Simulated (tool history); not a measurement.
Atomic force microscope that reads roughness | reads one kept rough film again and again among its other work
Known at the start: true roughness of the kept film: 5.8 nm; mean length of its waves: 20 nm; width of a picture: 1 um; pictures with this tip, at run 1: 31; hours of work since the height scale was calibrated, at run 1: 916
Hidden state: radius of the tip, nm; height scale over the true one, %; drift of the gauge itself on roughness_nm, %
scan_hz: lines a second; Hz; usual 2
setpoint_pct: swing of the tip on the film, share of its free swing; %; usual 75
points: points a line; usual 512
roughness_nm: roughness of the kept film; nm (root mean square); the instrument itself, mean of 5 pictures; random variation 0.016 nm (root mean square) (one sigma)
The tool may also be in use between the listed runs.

| run | hour | scan_hz | setpoint_pct | points | pictures with this tip | hours of work since the height scale was calibrated | roughness_nm |
|---|---|---|---|---|---|---|---|
| 1 | 0 | 2 | 75 | 512 | 31 | 916 | 3.384 |
| 2 | 59.6 | 2 | 75 | 512 | 148 | 962 | 2.674 |
|  | 69.4 | new tip fitted |
| 3 | 97.7 | 2 | 84 | 512 | 56 | 990 | 3.109 |
| 4 | 139.3 | 2 | 75 | 512 | 138 | 1022 | 2.871 |
|  | 152.3 | new tip fitted |
| 5 | 192.5 | 2 | 75 | 512 | 80 | 1062 | 3.168 |
| 6 | 219.2 | 2 | 75 | 512 | 132 | 1082 | 2.844 |
|  | 236.6 | new tip fitted |
| 7 | 280 | 1.02 | 75 | 512 | 85 | 1128 | 3.364 |
|  | 321.4 | new tip fitted |
| 8 | 334.6 | 1.02 | 75 | 512 | 26 | 1169 | 3.825 |
| 9 | 396.7 | 2 | 75 | 705 | 149 | 1216 | 2.787 |
|  | 406 | new tip fitted |
| 10 | 456 | 2 | 75 | 512 | 99 | 1261 | 3.047 |
|  | 492.4 | new tip fitted |
| 11 | 501.9 | 2 | 75 | 512 | 19 | 1295 | 3.57 |
| 12 | 537.5 | 2 | 75 | 512 | 89 | 1322 | 3.027 |
| 13 | 570.9 | 2 | 75 | 512 | 155 | 1348 | 2.705 |
|  | 578.6 | new tip fitted |
| 14 | 621.6 | 1.16 | 85 | 845 | 85 | 1386 | 3.19 |
| 15 | 649.4 | 1.17 | 75 | 302 | 140 | 1407 | 2.974 |
|  | 661.5 | new tip fitted |
| 16 | 697.5 | 0.97 | 60 | 302 | 71 | 1443 | 3.492 |
| 17 | 730.2 | 0.51 | 74 | 266 | 136 | 1468 | 3.041 |
|  | 735 | height scale calibrated on a step standard |
|  | 745.4 | new tip fitted |
| 18 | 774.3 | 0.51 | 74 | 266 | 57 | 29 | 3.65 |
| 19 | 801.2 | 2 | 78 | 512 | 110 | 50 | 2.936 |
|  | 828.4 | new tip fitted |
| 20 | 828.4 | 1.1 | 62 | 802 | 0 | 70 | 4.204 |
| 21 | 891.3 | 2 | 75 | 916 | 125 | 118 | 2.888 |
|  | 915.4 | new tip fitted |
| 22 | 920.7 | 2 | 75 | 916 | 11 | 140 | 3.633 |
| 23 | 966.9 | 0.77 | 75 | 512 | 102 | 175 | 3.294 |
|  | 987.4 | height scale calibrated on a step standard, once more |
|  | 999 | new tip fitted |
| 24 | 1009.4 | 0.77 | 75 | 512 | 21 | 16 | 4 |
| 25 | 1053.3 | 0.77 | 75 | 512 | 108 | 50 | 3.254 |

5 ways to go on from here, each from the tool as it stands after run 25. What would each give?
|  | 1084.9 | new tip fitted |
| A | 1088.1 | 2 | 67 | 512 | 6 | 76 | ? |
|  | 1084.9 | new tip fitted |
| B | 1088.1 | 0.77 | 80 | 793 | 6 | 76 | ? |
|  | 1084.9 | new tip fitted |
| C | 1088.1 | 2.34 | 75 | 937 | 6 | 76 | ? |
|  | 1084.9 | new tip fitted |
| D | 1088.1 | 0.75 | 75 | 512 | 6 | 76 | ? |
|  | 1084.9 | new tip fitted |
| E | 1088.1 | 2 | 85 | 512 | 6 | 76 | ? |

| run | roughness_nm |
|---|---|
| A | 3.927 |
| B | 4.051 |
| C | 3.693 |
| D | 4.106 |
| E | 3.446 |
Without the tool's hidden state the same runs would have given:
| run | roughness_nm |
|---|---|
| A | 4.047 |
| B | 4.175 |
| C | 3.806 |
| D | 4.231 |
| E | 3.551 |

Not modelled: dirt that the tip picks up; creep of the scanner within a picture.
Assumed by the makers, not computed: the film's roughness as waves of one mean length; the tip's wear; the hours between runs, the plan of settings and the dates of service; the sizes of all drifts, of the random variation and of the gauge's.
